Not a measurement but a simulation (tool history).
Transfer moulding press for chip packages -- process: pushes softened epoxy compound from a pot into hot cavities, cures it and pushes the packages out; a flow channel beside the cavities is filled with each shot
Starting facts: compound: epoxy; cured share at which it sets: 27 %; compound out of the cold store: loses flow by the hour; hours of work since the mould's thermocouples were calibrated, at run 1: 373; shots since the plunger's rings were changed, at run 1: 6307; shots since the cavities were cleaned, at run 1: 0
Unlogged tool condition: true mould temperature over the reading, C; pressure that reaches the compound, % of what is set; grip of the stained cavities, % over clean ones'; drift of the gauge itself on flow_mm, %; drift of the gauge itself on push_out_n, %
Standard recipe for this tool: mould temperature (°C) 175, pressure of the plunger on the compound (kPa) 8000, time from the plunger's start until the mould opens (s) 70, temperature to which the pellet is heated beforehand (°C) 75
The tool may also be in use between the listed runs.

run,hour,mould temperature (°C),pressure of the plunger on the compound (kPa),time from the plunger's start until the mould opens (s),temperature to which the pellet is heated beforehand (°C),hours of work since the mould's thermocouples were calibrated,shots since the plunger's rings were changed,shots since the cavities were cleaned,incoming compound's hours out of the cold store,length that the compound runs in the flow channel (mm),greatest force on the pins that push the packages out (N)
1,0.0,175,8000,70,75,373,6307,0,33.3,686,596
# hour 15.8: plunger's sealing rings changed
2,21.7,175,8000,70,75,386,85,276,43.3,667,570
# hour 33.6: cavities cleaned with cleaning compound and waxed
3,39.2,175,8000,70,66,396,315,80,20.5,721,630
4,56.7,175,8000,70,66,407,566,331,23.8,708,612
# hour 65.3: cavities cleaned with cleaning compound and waxed
5,70.0,175,8000,59,75,415,735,67,46.5,655,842
6,81.4,175,8000,70,75,422,899,231,10.2,740,669
# hour 96.8: cavities cleaned with cleaning compound and waxed
7,103.6,175,8000,70,75,435,1197,99,44.1,638,582
8,120.5,175,8000,70,75,446,1438,340,13.0,732,626
# hour 128.7: cavities cleaned with cleaning compound and waxed
9,135.3,175,8000,70,75,455,1630,94,9.2,743,617
10,151.8,175,8000,70,75,465,1867,331,20.9,718,606
# hour 159.9: cavities cleaned with cleaning compound and waxed
11,168.6,175,8000,70,75,475,2087,125,24.8,692,585
12,182.1,175,8000,70,75,484,2281,319,16.4,726,617
# hour 191.3: cavities cleaned with cleaning compound and waxed
# hour 198.4: mould's thermocouples calibrated
13,202.6,175,8000,70,75,3,2524,133,39.4,675,588
14,222.1,175,8000,70,75,15,2805,414,43.6,657,610
# hour 225.3: cavities cleaned with cleaning compound and waxed
15,238.0,175,8000,70,75,24,3010,182,32.2,687,588
16,253.7,175,8000,89,77,35,3236,408,20.5,717,458
# hour 257.1: cavities cleaned with cleaning compound and waxed
17,278.4,175,8000,89,77,49,3570,307,30.9,688,450
# hour 288.3: cavities cleaned with cleaning compound and waxed
18,302.0,175,8000,70,75,64,3887,196,29.9,684,612
# hour 319.5: cavities cleaned with cleaning compound and waxed
19,319.5,177,8390,70,75,74,4117,0,18.6,732,548
20,339.4,176,9870,104,79,87,4403,286,14.2,804,454
# hour 350.8: cavities cleaned with cleaning compound and waxed
21,362.5,177,9870,81,79,100,4713,169,37.2,747,438
22,372.7,181,9970,70,75,107,4858,314,15.5,798,498
# hour 381.8: cavities cleaned with cleaning compound and waxed
23,397.0,175,8000,73,75,122,5186,218,33.4,692,543

What does the tool deliver on the next run?
# hour 413.9: cavities cleaned with cleaning compound and waxed
24,413.9,175,8000,73,75,132,5407,0,34.5,?,?

{"run 24": {"length that the compound runs in the flow channel (mm)": 671, "greatest force on the pins that push the packages out (N)": 541}}
The same run, on a tool lacking any hidden state, would have yielded length that the compound runs in the flow channel (mm) 674, greatest force on the pins that push the packages out (N) 542.
